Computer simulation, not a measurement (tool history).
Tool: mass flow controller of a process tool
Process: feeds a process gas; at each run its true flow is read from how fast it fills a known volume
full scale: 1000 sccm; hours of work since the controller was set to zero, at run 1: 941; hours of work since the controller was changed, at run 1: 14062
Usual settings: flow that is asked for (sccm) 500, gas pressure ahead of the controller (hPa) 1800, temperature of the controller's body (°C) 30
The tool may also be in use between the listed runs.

run	day	flow that is asked for (sccm)	gas pressure ahead of the controller (hPa)	temperature of the controller's body (°C)	hours of work since the controller was set to zero	hours of work since the controller was changed	true flow (%)
1	0	500	1800	30	941	14062	100.36
# day 7.017: controller exchanged for a calibrated one
2	8.933	500	1800	30	37	37	97.6
3	23.596	500	1800	30	317	317	97.72
4	42.55	500	1800	30	679	679	97.92
5	60.758	500	1800	30	1027	1027	98.08
6	71.988	500	1800	30	1242	1242	98.14
7	85.583	500	2270	30	1501	1501	98.48
8	98.7	500	2270	30	1752	1752	98.59
9	115.217	500	1800	34	2068	2068	98.09
10	133.379	500	1800	34	2415	2415	98.11
11	145.938	500	1800	22	2655	2655	99.19
12	154.954	500	1800	22	2827	2827	99.27
13	172.446	625	2460	22	3161	3161	100.29
14	183.717	871	1800	22	3377	3377	100.46
15	198.292	500	1800	28	3655	3655	99.02
16	209.058	107	1800	30	3861	3861	99.99
17	229.071	138	1610	39	4243	4243	98.78
18	248.054	236	1610	23	4606	4606	99.47
19	258.529	500	1950	34	4806	4806	99.06
20	272.121	419	2270	23	5066	5066	100.21
21	280.6	534	2700	32	5228	5228	99.93
22	293.517	350	1840	30	5475	5475	99.45
23	301.917	519	1840	40	5636	5636	98.89
24	319.771	197	1580	23	5977	5977	100.45

Forecast each of these 4 alternatives for the next run:
A	330.412	500	1800	26	6180	6180	?
B	330.412	164	1690	23	6180	6180	?
C	330.412	197	1580	24	6180	6180	?
D	330.412	500	1800	35	6180	6180	?

run	true flow (%)
A	100
B	101.17
C	100.52
D	99.35
Without the tool's hidden state the same runs would have given:
run	true flow (%)
A	98
B	97.13
C	96.99
D	97.34
